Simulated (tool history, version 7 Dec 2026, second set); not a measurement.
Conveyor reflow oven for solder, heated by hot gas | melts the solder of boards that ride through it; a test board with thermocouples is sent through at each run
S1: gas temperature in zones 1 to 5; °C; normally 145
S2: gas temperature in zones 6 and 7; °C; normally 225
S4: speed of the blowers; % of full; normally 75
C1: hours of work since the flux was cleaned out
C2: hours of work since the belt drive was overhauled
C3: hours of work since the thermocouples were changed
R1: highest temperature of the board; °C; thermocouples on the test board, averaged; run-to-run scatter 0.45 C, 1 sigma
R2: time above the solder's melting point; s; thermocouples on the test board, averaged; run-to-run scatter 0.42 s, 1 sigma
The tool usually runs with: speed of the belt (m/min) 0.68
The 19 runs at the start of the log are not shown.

run 20 hour=481.2 | S1=136 S2=225 speed_of_the_belt_(m/min)=0.68 S4=68 | C1=428 C2=420 C3=585 | R1=203.6 R2=34.3
run 21 hour=518.3 | S1=136 S2=225 speed_of_the_belt_(m/min)=0.68 S4=68 | C1=456 C2=448 C3=614 | R1=202.6 R2=33.6
-- hour=548.4 thermocouples of zones 6 and 7 changed
-- hour=555.5 flux residue cleaned out of gas plates and filters
run 22 hour=556.8 | S1=145 S2=222 speed_of_the_belt_(m/min)=0.68 S4=75 | C1=1 C2=473 C3=3 | R1=208.3 R2=43.1
run 23 hour=578.9 | S1=145 S2=214 speed_of_the_belt_(m/min)=0.68 S4=75 | C1=18 C2=490 C3=20 | R1=201.3 R2=38.1
run 24 hour=613.2 | S1=145 S2=214 speed_of_the_belt_(m/min)=0.68 S4=75 | C1=45 C2=517 C3=46 | R1=201.5 R2=36.8
run 25 hour=631 | S1=145 S2=227 speed_of_the_belt_(m/min)=0.68 S4=75 | C1=59 C2=530 C3=60 | R1=212 R2=44.9
run 26 hour=664.4 | S1=147 S2=233 speed_of_the_belt_(m/min)=0.733 S4=58 | C1=84 C2=556 C3=86 | R1=210.1 R2=40.3
run 27 hour=689.6 | S1=147 S2=234 speed_of_the_belt_(m/min)=0.733 S4=86 | C1=104 C2=576 C3=106 | R1=219.4 R2=46.5
run 28 hour=718.8 | S1=147 S2=234 speed_of_the_belt_(m/min)=0.733 S4=86 | C1=127 C2=598 C3=128 | R1=218.8 R2=47.1
run 29 hour=754.1 | S1=135 S2=225 speed_of_the_belt_(m/min)=0.609 S4=75 | C1=154 C2=626 C3=156 | R1=211.7 R2=47.5
run 30 hour=778.3 | S1=137 S2=225 speed_of_the_belt_(m/min)=0.609 S4=57 | C1=173 C2=645 C3=175 | R1=207.2 R2=42.7
run 31 hour=795.5 | S1=137 S2=225 speed_of_the_belt_(m/min)=0.609 S4=57 | C1=186 C2=658 C3=188 | R1=207.1 R2=44

Consider 4 possible next runs. They are alternatives, not a sequence: every one starts from the tool as it was left by run 31. What does each give?
run A hour=829.6 | S1=156 S2=225 speed_of_the_belt_(m/min)=0.691 S4=52 | C1=213 C2=684 C3=214 | R1=? R2=?
run B hour=829.6 | S1=134 S2=221 speed_of_the_belt_(m/min)=0.743 S4=57 | C1=213 C2=684 C3=214 | R1=? R2=?
run C hour=829.6 | S1=145 S2=240 speed_of_the_belt_(m/min)=0.68 S4=66 | C1=213 C2=684 C3=214 | R1=? R2=?
run D hour=829.6 | S1=142 S2=227 speed_of_the_belt_(m/min)=0.683 S4=57 | C1=213 C2=684 C3=214 | R1=? R2=?

run=A R1=205.8 R2=41.2
run=B R1=195.6 R2=21.1
run=C R1=219.4 R2=49.5
run=D R1=205.4 R2=37.2
The same runs, with their run-to-run variation unchanged, on a tool lacking any hidden condition would have given:
run=A R1=206.1 R2=41
run=B R1=196.4 R2=21.9
run=C R1=220.3 R2=49.2
run=D R1=206 R2=37.2
